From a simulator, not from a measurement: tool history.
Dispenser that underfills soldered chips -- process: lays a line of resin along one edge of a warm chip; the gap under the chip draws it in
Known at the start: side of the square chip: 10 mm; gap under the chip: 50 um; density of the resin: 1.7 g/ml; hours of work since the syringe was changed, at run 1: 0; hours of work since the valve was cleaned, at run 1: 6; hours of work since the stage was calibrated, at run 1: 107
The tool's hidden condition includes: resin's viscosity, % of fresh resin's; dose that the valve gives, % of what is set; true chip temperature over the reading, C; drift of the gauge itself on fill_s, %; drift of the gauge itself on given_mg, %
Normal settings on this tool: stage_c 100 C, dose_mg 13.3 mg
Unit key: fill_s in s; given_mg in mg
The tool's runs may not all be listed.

run,day,stage_c,dose_mg,hours of work since the syringe was changed,hours of work since the valve was cleaned,hours of work since the stage was calibrated,fill_s,given_mg
1,0,100,13.3,0,6,107,80.4,13.37
2,0.15,100,13.3,3,9,110,97.6,13.32
3,0.292,100,13.3,5,11,113,108.9,13.25
# day 0.433: new syringe of resin
4,0.462,100,13.3,0,14,116,84.5,13.22
5,0.625,100,13.3,3,17,119,101.8,13.18
# day 0.888: new syringe of resin
6,0.912,107,13.3,0,22,124,60.9,13.15
7,1.158,107,13.3,5,27,128,78.9,13.2
# day 1.338: new syringe of resin
8,1.45,107,15.1,2,32,133,67.2,14.91
9,1.642,93,13.3,6,35,137,156.9,13.17
# day 1.8: new syringe of resin
10,1.875,100,15.3,1,39,141,89.5,15.23
11,2.138,100,15.3,6,44,145,114,15.12
# day 2.267: new syringe of resin
12,2.329,106,13.3,1,47,149,67.3,13.11
13,2.512,106,13.3,5,51,152,80.6,13.07
14,2.662,106,13.3,7,53,155,91.1,13.09
# day 2.725: new syringe of resin
15,2.967,100,16.8,4,59,160,102.7,16.42
# day 3.175: new syringe of resin
16,3.233,110,13.3,1,63,165,54.6,13.08
17,3.392,110,13.3,4,66,168,64.9,13
# day 3.562: dispensing valve cleaned and set on the balance
18,3.592,110,13.3,7,1,170,76.4,13.38
# day 3.675: new syringe of resin
19,3.821,110,13.3,3,4,174,60.5,13.27
20,4.083,111,16,7,9,179,72.9,15.99
# day 4.133: new syringe of resin
21,4.225,86,11.3,2,12,181,178.3,11.26
22,4.492,100,16.1,7,16,186,113.1,16.13
# day 4.583: new syringe of resin
23,4.721,92,11.5,2,20,190,138.9,11.51
24,4.9,92,11.5,6,24,194,168,11.41
# day 5.025: new syringe of resin
25,5.204,92,11.5,3,29,199,139.2,11.41
26,5.417,92,11.5,7,33,203,175,11.4
# day 5.479: new syringe of resin
27,5.612,87,12.4,2,36,206,175.6,12.31
28,5.854,87,12.4,7,41,210,220.5,12.31
# day 5.929: new syringe of resin
29,6.125,111,15.7,4,45,215,59,15.5
30,6.262,89,13.4,6,48,218,187.4,13.26
# day 6.371: new syringe of resin
31,6.425,89,13.4,1,50,220,145.8,13.21
32,6.708,94,12.9,6,56,226,150.2,12.72
# day 6.829: new syringe of resin
33,7.017,100,12.5,3,61,231,96.4,12.29
# day 7.288: new syringe of resin
34,7.304,115,16.9,0,66,236,43,16.59
# day 7.467: dispensing valve cleaned and set on the balance
35,7.567,100,14.5,4,2,240,99.1,14.48
# day 7.783: new syringe of resin
36,7.871,100,11.6,2,7,245,89.9,11.63

What if the next run were any one of these 4? Each begins from the tool's condition after run 36:
A,8,88,15.9,4,9,248,?,?
B,8,86,11.6,4,9,248,?,?
C,8,109,16.4,4,9,248,?,?
D,8,105,13.3,4,9,248,?,?

run,fill_s,given_mg
A,174.6,15.86
B,198.7,11.59
C,66.9,16.32
D,80.8,13.27
With the hidden condition removed and each run's random variation left untouched, the same runs would have given:
run,fill_s,given_mg
A,150.1,15.9
B,170.8,11.62
C,57.1,16.36
D,69.1,13.31
